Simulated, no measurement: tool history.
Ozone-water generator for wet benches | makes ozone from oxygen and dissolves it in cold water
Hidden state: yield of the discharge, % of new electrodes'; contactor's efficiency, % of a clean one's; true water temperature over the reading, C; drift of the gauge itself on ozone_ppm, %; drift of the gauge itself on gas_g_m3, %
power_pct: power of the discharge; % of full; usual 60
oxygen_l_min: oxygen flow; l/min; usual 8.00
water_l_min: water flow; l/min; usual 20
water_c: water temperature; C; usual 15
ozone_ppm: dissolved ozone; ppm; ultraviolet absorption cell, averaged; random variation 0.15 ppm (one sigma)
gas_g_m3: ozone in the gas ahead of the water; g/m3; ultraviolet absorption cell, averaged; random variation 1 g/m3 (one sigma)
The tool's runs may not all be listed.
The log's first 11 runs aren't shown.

| run | hour | power_pct | oxygen_l_min | water_l_min | water_c | hours of work since the electrodes were changed | hours of work since the contactor was cleaned | hours of work since the thermometer was calibrated | ozone_ppm | gas_g_m3 |
|---|---|---|---|---|---|---|---|---|---|---|
| 12 | 297.9 | 60 | 8.00 | 20 | 15 | 830 | 2490 | 751 | 18.8 | 175.5 |
| 13 | 325.6 | 60 | 8.00 | 20 | 15 | 855 | 2516 | 777 | 18.8 | 172.8 |
| 14 | 342.1 | 60 | 8.00 | 20 | 15 | 871 | 2531 | 792 | 19.0 | 172.7 |
| 15 | 358.1 | 51 | 8.00 | 20 | 15 | 885 | 2545 | 807 | 17.0 | 156.2 |
| 16 | 391.3 | 60 | 8.00 | 20 | 15 | 916 | 2576 | 837 | 18.8 | 173.2 |
| 17 | 422.4 | 42 | 8.00 | 20 | 15 | 945 | 2605 | 866 | 15.2 | 139.4 |
| 18 | 457.4 | 42 | 8.00 | 20 | 15 | 977 | 2637 | 898 | 15.1 | 138.8 |
|  | 483.4 | gauge calibrated |
| 19 | 491.5 | 42 | 8.00 | 20 | 15 | 1008 | 2668 | 930 | 15.0 | 143.2 |
| 20 | 509.5 | 68 | 8.00 | 12 | 15 | 1025 | 2685 | 946 | 31.0 | 193.4 |
| 21 | 536.9 | 68 | 8.00 | 12 | 11 | 1050 | 2710 | 972 | 33.4 | 192.0 |
| 22 | 565.1 | 98 | 10.68 | 20 | 15 | 1076 | 2736 | 998 | 26.2 | 216.5 |
| 23 | 590.6 | 98 | 10.68 | 20 | 15 | 1100 | 2760 | 1021 | 26.0 | 217.4 |
| 24 | 609.0 | 48 | 10.68 | 26 | 15 | 1116 | 2777 | 1038 | 13.2 | 140.7 |
| 25 | 631.3 | 48 | 10.68 | 24 | 15 | 1137 | 2797 | 1059 | 14.0 | 139.0 |
| 26 | 647.4 | 43 | 10.68 | 31 | 15 | 1152 | 2812 | 1073 | 10.6 | 130.1 |
| 27 | 672.8 | 42 | 10.68 | 31 | 15 | 1175 | 2835 | 1097 | 10.5 | 126.9 |
| 28 | 705.2 | 42 | 10.68 | 31 | 15 | 1205 | 2865 | 1127 | 10.3 | 127.2 |
| 29 | 728.4 | 62 | 8.00 | 28 | 15 | 1226 | 2887 | 1148 | 13.8 | 180.1 |
| 30 | 751.3 | 60 | 10.98 | 20 | 15 | 1248 | 2908 | 1169 | 19.2 | 156.8 |
| 31 | 772.3 | 60 | 5.63 | 18 | 15 | 1267 | 2927 | 1188 | 19.8 | 197.2 |
| 32 | 790.1 | 60 | 5.63 | 18 | 15 | 1283 | 2943 | 1205 | 19.8 | 196.8 |

4 ways to go on from here, each from the tool as it stands after run 32. What would each give?
| A | 815.2 | 60 | 9.91 | 21 | 17 | 1306 | 2967 | 1228 | ? | ? |
| B | 815.2 | 94 | 8.00 | 20 | 15 | 1306 | 2967 | 1228 | ? | ? |
| C | 815.2 | 60 | 13.20 | 20 | 15 | 1306 | 2967 | 1228 | ? | ? |
| D | 815.2 | 50 | 5.63 | 26 | 15 | 1306 | 2967 | 1228 | ? | ? |

| run | ozone_ppm | gas_g_m3 |
|---|---|---|
| A | 17.5 | 162.7 |
| B | 24.9 | 230.2 |
| C | 19.2 | 147.3 |
| D | 11.9 | 176.5 |
Without the tool's hidden state the same runs would have given:
| run | ozone_ppm | gas_g_m3 |
|---|---|---|
| A | 17.5 | 166.1 |
| B | 24.9 | 235.0 |
| C | 19.2 | 150.3 |
| D | 11.9 | 180.2 |
